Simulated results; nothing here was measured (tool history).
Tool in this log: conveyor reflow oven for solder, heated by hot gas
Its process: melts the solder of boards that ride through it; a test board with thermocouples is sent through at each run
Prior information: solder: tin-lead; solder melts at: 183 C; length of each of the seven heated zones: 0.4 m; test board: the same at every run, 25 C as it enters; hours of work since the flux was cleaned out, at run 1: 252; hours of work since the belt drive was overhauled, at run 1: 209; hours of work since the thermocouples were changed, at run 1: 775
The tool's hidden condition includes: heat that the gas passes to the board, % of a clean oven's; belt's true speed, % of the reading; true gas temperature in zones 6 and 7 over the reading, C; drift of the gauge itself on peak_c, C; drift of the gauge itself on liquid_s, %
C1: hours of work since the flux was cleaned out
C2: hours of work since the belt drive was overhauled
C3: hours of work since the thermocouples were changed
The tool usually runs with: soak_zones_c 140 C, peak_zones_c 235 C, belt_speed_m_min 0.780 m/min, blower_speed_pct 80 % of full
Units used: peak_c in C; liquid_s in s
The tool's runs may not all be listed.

Run 1, hour 0.0: usual settings; C1 252; C2 209; C3 775. Result: peak_c 221.3 C, liquid_s 49.1 s.
Run 2, hour 11.6: usual settings; C1 258; C2 214; C3 781. Result: peak_c 221.3 C, liquid_s 49.2 s.
Run 3, hour 24.6: usual settings; C1 264; C2 220; C3 787. Result: peak_c 221.5 C, liquid_s 49.0 s.
Run 4, hour 33.7: usual settings; C1 268; C2 224; C3 791. Result: peak_c 221.6 C, liquid_s 49.1 s.
Run 5, hour 41.3: usual settings but soak_zones_c 150 C; C1 271; C2 228; C3 795. Result: peak_c 223.3 C, liquid_s 53.3 s.
Run 6, hour 54.8: usual settings but blower_speed_pct 71 % of full; C1 278; C2 234; C3 801. Result: peak_c 219.8 C, liquid_s 48.2 s.
Run 7, hour 66.0: usual settings but blower_speed_pct 71 % of full; C1 283; C2 239; C3 806. Result: peak_c 220.0 C, liquid_s 48.2 s.
Run 8, hour 74.8: usual settings but peak_zones_c 230 C; C1 287; C2 243; C3 810. Result: peak_c 217.0 C, liquid_s 46.5 s.
Run 9, hour 87.7: usual settings but blower_speed_pct 75 % of full; C1 293; C2 249; C3 816. Result: peak_c 220.3 C, liquid_s 48.4 s.
Run 10, hour 101.3: usual settings but soak_zones_c 128 C, peak_zones_c 244 C, belt_speed_m_min 0.696 m/min, blower_speed_pct 75 % of full; C1 299; C2 256; C3 822. Result: peak_c 229.9 C, liquid_s 56.7 s.
Run 11, hour 111.9: usual settings but soak_zones_c 141 C, peak_zones_c 250 C, blower_speed_pct 68 % of full; C1 304; C2 260; C3 827. Result: peak_c 232.3 C, liquid_s 54.7 s.
Run 12, hour 124.9: usual settings but soak_zones_c 147 C, peak_zones_c 234 C, blower_speed_pct 71 % of full; C1 310; C2 267; C3 833. Result: peak_c 220.2 C, liquid_s 50.8 s.
Run 13, hour 134.9: usual settings but soak_zones_c 147 C, peak_zones_c 227 C, belt_speed_m_min 0.711 m/min, blower_speed_pct 72 % of full; C1 315; C2 271; C3 838. Result: peak_c 216.9 C, liquid_s 54.1 s.
Run 14, hour 143.3: usual settings but soak_zones_c 145 C, peak_zones_c 224 C, belt_speed_m_min 0.627 m/min, blower_speed_pct 86 % of full; C1 319; C2 275; C3 842. Result: peak_c 218.4 C, liquid_s 62.6 s.

Estimate the outcome of run 15 from the log above:
Run 15, hour 156.9: usual settings but soak_zones_c 145 C, peak_zones_c 224 C, belt_speed_m_min 0.627 m/min, blower_speed_pct 86 % of full; C1 325; C2 281; C3 848. Result: peak_c ?, liquid_s ?.

{"run 15": {"peak_c": 218.2, "liquid_s": 62.8}}
Without the tool's hidden state the same run would have given peak_c 217.1 C, liquid_s 62.5 s.

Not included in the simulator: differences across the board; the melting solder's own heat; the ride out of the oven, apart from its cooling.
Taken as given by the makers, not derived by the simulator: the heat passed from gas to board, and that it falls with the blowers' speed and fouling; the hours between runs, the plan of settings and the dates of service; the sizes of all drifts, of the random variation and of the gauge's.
